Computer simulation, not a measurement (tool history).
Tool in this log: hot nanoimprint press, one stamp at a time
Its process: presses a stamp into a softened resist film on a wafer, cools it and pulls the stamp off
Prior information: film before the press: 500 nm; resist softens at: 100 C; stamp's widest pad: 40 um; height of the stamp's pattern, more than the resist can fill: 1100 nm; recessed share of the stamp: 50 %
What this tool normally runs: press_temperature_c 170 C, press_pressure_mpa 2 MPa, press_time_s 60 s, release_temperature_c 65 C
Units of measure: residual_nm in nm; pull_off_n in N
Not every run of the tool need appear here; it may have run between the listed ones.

run 1 hour=0 | press_temperature_c=170 press_pressure_mpa=2 press_time_s=60 release_temperature_c=65 | residual_nm=254 pull_off_n=108
run 2 hour=5.1 | press_temperature_c=170 press_pressure_mpa=2 press_time_s=60 release_temperature_c=65 | residual_nm=255.3 pull_off_n=109
run 3 hour=9.4 | press_temperature_c=170 press_pressure_mpa=2 press_time_s=60 release_temperature_c=65 | residual_nm=255.9 pull_off_n=113
run 4 hour=18.4 | press_temperature_c=170 press_pressure_mpa=2 press_time_s=60 release_temperature_c=65 | residual_nm=255 pull_off_n=113
run 5 hour=25.8 | press_temperature_c=170 press_pressure_mpa=2 press_time_s=60 release_temperature_c=65 | residual_nm=254.5 pull_off_n=113
run 6 hour=31.1 | press_temperature_c=170 press_pressure_mpa=2 press_time_s=60 release_temperature_c=65 | residual_nm=254 pull_off_n=110
run 7 hour=37 | press_temperature_c=170 press_pressure_mpa=2 press_time_s=60 release_temperature_c=52 | residual_nm=251.2 pull_off_n=128
run 8 hour=43 | press_temperature_c=170 press_pressure_mpa=2 press_time_s=60 release_temperature_c=65 | residual_nm=255.1 pull_off_n=114
run 9 hour=50.4 | press_temperature_c=174 press_pressure_mpa=2 press_time_s=60 release_temperature_c=65 | residual_nm=220.8 pull_off_n=114
run 10 hour=55.6 | press_temperature_c=174 press_pressure_mpa=2 press_time_s=60 release_temperature_c=65 | residual_nm=215.6 pull_off_n=116
run 11 hour=64.4 | press_temperature_c=170 press_pressure_mpa=2 press_time_s=120 release_temperature_c=65 | residual_nm=194 pull_off_n=119
-- hour=67.9 plate thermocouple calibrated
run 12 hour=76.5 | press_temperature_c=170 press_pressure_mpa=1.51 press_time_s=120 release_temperature_c=65 | residual_nm=201.9 pull_off_n=112
run 13 hour=84.4 | press_temperature_c=170 press_pressure_mpa=2 press_time_s=60 release_temperature_c=65 | residual_nm=238 pull_off_n=116
run 14 hour=90.9 | press_temperature_c=170 press_pressure_mpa=2 press_time_s=60 release_temperature_c=65 | residual_nm=236.2 pull_off_n=117
run 15 hour=98 | press_temperature_c=170 press_pressure_mpa=2 press_time_s=60 release_temperature_c=65 | residual_nm=239.5 pull_off_n=118
run 16 hour=106.2 | press_temperature_c=170 press_pressure_mpa=2 press_time_s=46 release_temperature_c=53 | residual_nm=261.1 pull_off_n=133
-- hour=115.3 plate thermocouple calibrated, once more
run 17 hour=115.8 | press_temperature_c=170 press_pressure_mpa=2.36 press_time_s=46 release_temperature_c=53 | residual_nm=289.4 pull_off_n=143
run 18 hour=121.6 | press_temperature_c=170 press_pressure_mpa=2.36 press_time_s=46 release_temperature_c=53 | residual_nm=288.4 pull_off_n=144
run 19 hour=126.9 | press_temperature_c=170 press_pressure_mpa=2.36 press_time_s=35 release_temperature_c=53 | residual_nm=310.9 pull_off_n=141
run 20 hour=132.4 | press_temperature_c=179 press_pressure_mpa=1.4 press_time_s=95 release_temperature_c=62 | residual_nm=195.2 pull_off_n=132
run 21 hour=140.7 | press_temperature_c=179 press_pressure_mpa=1.4 press_time_s=95 release_temperature_c=62 | residual_nm=196.5 pull_off_n=133
run 22 hour=145.7 | press_temperature_c=170 press_pressure_mpa=2 press_time_s=31 release_temperature_c=65 | residual_nm=337 pull_off_n=128
run 23 hour=151.8 | press_temperature_c=170 press_pressure_mpa=2 press_time_s=60 release_temperature_c=64 | residual_nm=277.9 pull_off_n=126
run 24 hour=161 | press_temperature_c=163 press_pressure_mpa=2 press_time_s=69 release_temperature_c=65 | residual_nm=333.3 pull_off_n=129
run 25 hour=165.4 | press_temperature_c=175 press_pressure_mpa=1.3 press_time_s=118 release_temperature_c=50 | residual_nm=211.6 pull_off_n=147
run 26 hour=171.3 | press_temperature_c=175 press_pressure_mpa=2.61 press_time_s=76 release_temperature_c=66 | residual_nm=191 pull_off_n=126
run 27 hour=176.5 | press_temperature_c=170 press_pressure_mpa=2 press_time_s=60 release_temperature_c=72 | residual_nm=274.8 pull_off_n=121
-- hour=185.1 stamp cleaned and given a new release coat
run 28 hour=188.5 | press_temperature_c=170 press_pressure_mpa=2 press_time_s=60 release_temperature_c=72 | residual_nm=273.2 pull_off_n=103
run 29 hour=193.6 | press_temperature_c=170 press_pressure_mpa=2 press_time_s=60 release_temperature_c=72 | residual_nm=279.1 pull_off_n=98

3 options for the next run, each taken on its own from the tool as it stands now. Forecast them:
run A hour=197.5 | press_temperature_c=159 press_pressure_mpa=2 press_time_s=84 release_temperature_c=65 | residual_nm=? pull_off_n=?
run B hour=197.5 | press_temperature_c=170 press_pressure_mpa=2 press_time_s=43 release_temperature_c=72 | residual_nm=? pull_off_n=?
run C hour=197.5 | press_temperature_c=167 press_pressure_mpa=2 press_time_s=67 release_temperature_c=53 | residual_nm=? pull_off_n=?

run=A residual_nm=354.9 pull_off_n=112
run=B residual_nm=311.3 pull_off_n=102
run=C residual_nm=299 pull_off_n=123
Stripped of hidden state, with their random variation kept, the same runs would have yielded:
run=A residual_nm=355.1 pull_off_n=111
run=B residual_nm=311.1 pull_off_n=101
run=C residual_nm=298.9 pull_off_n=122
